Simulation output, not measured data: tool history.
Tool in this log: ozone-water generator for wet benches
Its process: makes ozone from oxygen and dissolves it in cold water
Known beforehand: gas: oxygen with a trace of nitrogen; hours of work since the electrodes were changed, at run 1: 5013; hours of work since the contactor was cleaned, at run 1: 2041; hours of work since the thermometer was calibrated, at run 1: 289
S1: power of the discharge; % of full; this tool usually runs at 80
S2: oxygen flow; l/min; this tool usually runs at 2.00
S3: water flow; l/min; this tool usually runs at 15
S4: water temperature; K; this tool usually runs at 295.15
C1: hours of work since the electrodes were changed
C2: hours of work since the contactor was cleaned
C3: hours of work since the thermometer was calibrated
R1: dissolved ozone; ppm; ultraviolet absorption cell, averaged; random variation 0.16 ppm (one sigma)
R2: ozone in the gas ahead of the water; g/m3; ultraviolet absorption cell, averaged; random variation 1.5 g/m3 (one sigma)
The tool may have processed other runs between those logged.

run,hour,S1,S2,S3,S4,C1,C2,C3,R1,R2
1,0.0,80,2.00,15,295.15,5013,2041,289,16.9,247.8
2,68.5,78,2.00,15,295.15,5080,2108,356,16.8,242.5
3,152.9,78,1.02,15,295.15,5163,2191,438,12.8,313.8
4,254.0,80,2.00,15,295.15,5262,2289,537,16.7,249.4
5,344.8,55,2.00,15,295.15,5350,2378,626,13.1,193.4
6,475.7,55,2.00,15,292.15,5478,2506,753,13.5,189.1
7,613.9,80,2.00,15,295.15,5613,2641,888,16.3,244.0
8,680.3,80,2.00,15,295.15,5678,2706,953,16.4,243.9
9,813.1,80,2.00,15,295.15,5808,2836,1083,16.0,243.8
10,938.6,80,1.23,15,295.15,5930,2958,1205,13.6,289.6
# hour 986.3: contactor cleaned
11,1039.6,80,1.23,15,295.15,6025,52,1300,14.4,289.7
12,1114.4,80,1.23,15,295.15,6098,125,1373,14.4,288.4
# hour 1200.0: electrodes of the discharge changed
13,1253.2,98,2.00,15,295.15,52,255,1503,23.5,333.8
14,1344.9,53,2.00,15,295.15,142,344,1592,14.9,209.2
15,1420.9,53,2.00,20,295.15,216,419,1667,11.2,209.6
16,1552.3,53,2.00,20,295.15,344,547,1795,11.1,210.3
17,1660.3,53,2.00,20,294.15,450,652,1901,11.2,208.3
18,1759.3,72,2.00,17,291.15,546,749,1997,17.1,261.3
19,1851.5,42,2.00,15,303.15,636,839,2087,11.2,175.4
20,1959.0,71,1.61,15,303.15,741,944,2192,15.3,277.9
21,2025.8,71,1.61,15,303.15,807,1009,2258,15.2,278.6
22,2169.3,72,3.31,15,295.15,947,1150,2398,20.0,213.3
23,2267.9,72,3.31,15,295.15,1043,1246,2494,20.2,214.1
24,2395.4,80,2.00,15,289.15,1168,1370,2618,20.3,277.7
25,2524.5,43,2.69,22,295.15,1294,1496,2745,9.2,157.2
26,2618.0,72,3.29,13,295.15,1385,1588,2836,21.8,212.6
27,2693.8,40,1.18,15,289.15,1459,1662,2910,9.8,204.5
28,2841.0,80,3.47,15,297.15,1603,1806,3054,20.6,223.5
29,2961.4,80,3.47,15,297.15,1720,1923,3171,20.6,224.5
30,3046.6,80,2.83,15,300.15,1803,2006,3254,18.8,239.6
31,3146.2,94,1.47,10,292.15,1901,2104,3352,27.5,342.8
32,3264.0,80,1.22,11,295.15,2016,2219,3467,20.6,326.7

Consider 3 possible next runs. They are alternatives, not a sequence: every one starts from the tool as it was left by run 32. What does each give?
# hour 3327.4: water thermometer calibrated
A,3363.4,93,2.00,22,288.15,2112,2315,35,?,?
# hour 3327.4: water thermometer calibrated
B,3363.4,62,1.78,15,294.15,2112,2315,35,?,?
# hour 3327.4: water thermometer calibrated
C,3363.4,55,1.22,10,295.15,2112,2315,35,?,?

run,R1,R2
A,15.0,297.7
B,14.8,235.8
C,17.2,248.9
With no hidden state in the tool, these same runs would have given:
run,R1,R2
A,17.0,316.0
B,16.4,246.6
C,18.9,259.3
